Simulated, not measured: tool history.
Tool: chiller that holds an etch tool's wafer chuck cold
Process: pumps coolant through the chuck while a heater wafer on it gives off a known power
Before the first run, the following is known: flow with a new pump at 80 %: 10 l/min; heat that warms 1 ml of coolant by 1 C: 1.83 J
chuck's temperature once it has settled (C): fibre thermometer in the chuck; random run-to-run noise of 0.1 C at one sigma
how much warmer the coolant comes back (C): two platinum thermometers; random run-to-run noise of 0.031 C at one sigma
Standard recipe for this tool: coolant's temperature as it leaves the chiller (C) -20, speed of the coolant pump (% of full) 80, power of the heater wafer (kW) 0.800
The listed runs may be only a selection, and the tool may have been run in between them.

run     day  coolant's temperature as it leaves the chiller (C)  speed of the coolant pump (% of full)  power of the heater wafer (kW)  chuck's temperature once it has settled (C)  how much warmer the coolant comes back (C)
  1   0.000                                                 -20                                     80                           0.800                                        -13.1                                        2.82
  2   3.042                                                 -20                                     80                           0.800                                        -12.9                                        2.82
  3   5.492                                                 -20                                     80                           0.800                                        -13.0                                        2.90
  4   7.162                                                 -20                                     80                           0.800                                        -12.9                                        2.80
  5  10.717                                                 -20                                     80                           0.800                                        -13.0                                        2.84
  6  12.571                                                 -20                                     80                           0.800                                        -12.9                                        2.86
  7  16.329                                                 -20                                     80                           0.800                                        -13.0                                        2.86
  8  20.179                                                 -20                                     80                           0.800                                        -13.1                                        2.84
  9  23.717                                                 -20                                     80                           0.800                                        -13.0                                        2.84
 10  25.404                                                 -20                                     63                           0.800                                        -11.7                                        3.67
 11  29.262                                                 -20                                     63                           0.800                                        -11.6                                        3.73
 12  32.583                                                 -20                                     63                           0.615                                        -13.5                                        2.82
 13  36.162                                                 -20                                     63                           0.800                                        -11.6                                        3.76
 14  38.262                                                 -20                                     63                           0.800                                        -11.5                                        3.69
 15  40.346                                                 -20                                     89                           0.800                                        -13.2                                        2.62
 16  43.342                                                 -20                                     89                           0.800                                        -13.1                                        2.69
 17  47.212                                                 -20                                     94                           1.160                                        -10.7                                        3.56
 18  49.483                                                 -20                                     80                           1.155                                         -9.7                                        4.26
 19  53.171                                                 -17                                     98                           0.800                                        -10.6                                        2.35
 20  54.908                                                 -27                                     80                           0.403                                        -23.2                                        1.48
 21  57.800                                                 -27                                     80                           0.403                                        -23.1                                        1.45
 22  60.762                                                 -24                                     69                           1.053                                        -13.7                                        4.49
 23  64.058                                                 -24                                     88                           1.063                                        -15.9                                        3.57
 24  67.242                                                 -24                                     88                           1.063                                        -16.0                                        3.60
 25  71.058                                                 -25                                     62                           0.538                                        -19.9                                        2.60
 26  73.042                                                 -23                                     69                           0.538                                        -18.2                                        2.34
 27  76.079                                                 -23                                     69                           0.538                                        -18.3                                        2.35
 28  79.571                                                 -23                                     69                           0.538                                        -18.1                                        2.29
 29  82.375                                                 -23                                     71                           0.609                                        -17.4                                        2.56
 30  86.029                                                 -20                                     77                           0.800                                        -13.3                                        3.11
 31  88.404                                                 -20                                     77                           0.800                                        -13.2                                        3.17

Missing from the log above: 2 entries noted between runs. For each, name the pair of listed runs it sits between and say how the tool's hidden condition differs from the listed run just before to the listed run just after:
Logged between run 22 and run 23: coolant changed, channels flushed (day 62.838); chiller's thermometer calibrated (day 64.058)
  heat passed by the chuck's channels, % of clean ones': 91.8 -> 99.5; flow at a given pump speed, % of a new pump's: 88.9 -> 88.7; coolant's true temperature over the reading, C: 0.41 -> -0.12
  difference, measured minus the result without the unlogged condition, chuck's temperature once it has settled (C): +1.7 -> +0.6; how much warmer the coolant comes back (C): +0.50 -> +0.40
